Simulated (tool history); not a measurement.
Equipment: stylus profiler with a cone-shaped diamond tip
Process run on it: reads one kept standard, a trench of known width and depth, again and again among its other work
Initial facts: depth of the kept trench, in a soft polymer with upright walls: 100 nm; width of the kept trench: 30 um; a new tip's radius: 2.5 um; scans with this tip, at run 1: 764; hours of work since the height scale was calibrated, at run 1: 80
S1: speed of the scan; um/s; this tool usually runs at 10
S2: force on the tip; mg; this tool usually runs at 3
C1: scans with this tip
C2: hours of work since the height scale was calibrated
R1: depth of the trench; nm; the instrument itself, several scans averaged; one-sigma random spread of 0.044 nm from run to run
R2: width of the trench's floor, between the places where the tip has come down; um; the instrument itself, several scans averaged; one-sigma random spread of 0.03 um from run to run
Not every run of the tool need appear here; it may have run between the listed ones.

run 1 hour=0 | S1=10 S2=3 | C1=764 C2=80 | R1=101.73 R2=28.51
run 2 hour=18 | S1=10 S2=3 | C1=850 C2=90 | R1=101.71 R2=28.59
run 3 hour=33.9 | S1=10 S2=3 | C1=927 C2=98 | R1=101.77 R2=28.58
run 4 hour=48 | S1=10 S2=3 | C1=995 C2=105 | R1=101.77 R2=28.57
run 5 hour=65.4 | S1=10 S2=1.62 | C1=1078 C2=114 | R1=101.16 R2=28.49
run 6 hour=92.3 | S1=10 S2=1.62 | C1=1208 C2=127 | R1=101.13 R2=28.58
run 7 hour=110.9 | S1=10 S2=1.62 | C1=1297 C2=137 | R1=101.19 R2=28.54
run 8 hour=135.7 | S1=10 S2=3 | C1=1417 C2=149 | R1=101.72 R2=28.53
run 9 hour=165.2 | S1=10 S2=3 | C1=1559 C2=164 | R1=101.85 R2=28.51
run 10 hour=188.6 | S1=10 S2=3 | C1=1671 C2=176 | R1=101.74 R2=28.47
run 11 hour=201.8 | S1=10 S2=3 | C1=1735 C2=183 | R1=101.82 R2=28.48
run 12 hour=217.5 | S1=10 S2=5.51 | C1=1810 C2=191 | R1=102.7 R2=28.53
run 13 hour=238.3 | S1=10 S2=1.23 | C1=1910 C2=201 | R1=101.06 R2=28.44
run 14 hour=264 | S1=6 S2=2.36 | C1=2034 C2=214 | R1=101.54 R2=28.49
run 15 hour=276.8 | S1=9 S2=3.88 | C1=2096 C2=221 | R1=102.16 R2=28.56
run 16 hour=289.4 | S1=9 S2=3.88 | C1=2157 C2=227 | R1=102.15 R2=28.49
run 17 hour=302.6 | S1=7 S2=1.93 | C1=2220 C2=234 | R1=101.35 R2=28.47
-- hour=305.5 height scale calibrated on a step standard
run 18 hour=328.2 | S1=11 S2=4.09 | C1=2341 C2=11 | R1=102.32 R2=28.48
run 19 hour=352.8 | S1=11 S2=4.09 | C1=2459 C2=24 | R1=102.34 R2=28.56
run 20 hour=369.8 | S1=5 S2=6.08 | C1=2541 C2=33 | R1=102.95 R2=28.51
run 21 hour=397.7 | S1=5 S2=1.1 | C1=2675 C2=47 | R1=101.09 R2=28.49
run 22 hour=426.9 | S1=5 S2=1.1 | C1=2816 C2=62 | R1=101.17 R2=28.47
-- hour=441.8 height scale calibrated on a step standard, once more
run 23 hour=444.9 | S1=5 S2=1.1 | C1=2900 C2=2 | R1=100.81 R2=28.45
run 24 hour=472 | S1=12 S2=3.56 | C1=3031 C2=15 | R1=101.91 R2=28.46
run 25 hour=499.3 | S1=14 S2=4.36 | C1=3162 C2=29 | R1=102.17 R2=28.43

What if the next run were any one of these 3? Each begins from the tool's condition after run 25:
run A hour=525.9 | S1=4 S2=2.06 | C1=3290 C2=43 | R1=? R2=?
run B hour=525.9 | S1=13 S2=7.06 | C1=3290 C2=43 | R1=? R2=?
run C hour=525.9 | S1=33 S2=1.09 | C1=3290 C2=43 | R1=? R2=?

run=A R1=101.32 R2=28.46
run=B R1=102.94 R2=28.43
run=C R1=100.89 R2=28.24
Had the tool no hidden state, the same runs would have come out as:
run=A R1=101.3 R2=28.57
run=B R1=102.93 R2=28.54
run=C R1=100.87 R2=28.35

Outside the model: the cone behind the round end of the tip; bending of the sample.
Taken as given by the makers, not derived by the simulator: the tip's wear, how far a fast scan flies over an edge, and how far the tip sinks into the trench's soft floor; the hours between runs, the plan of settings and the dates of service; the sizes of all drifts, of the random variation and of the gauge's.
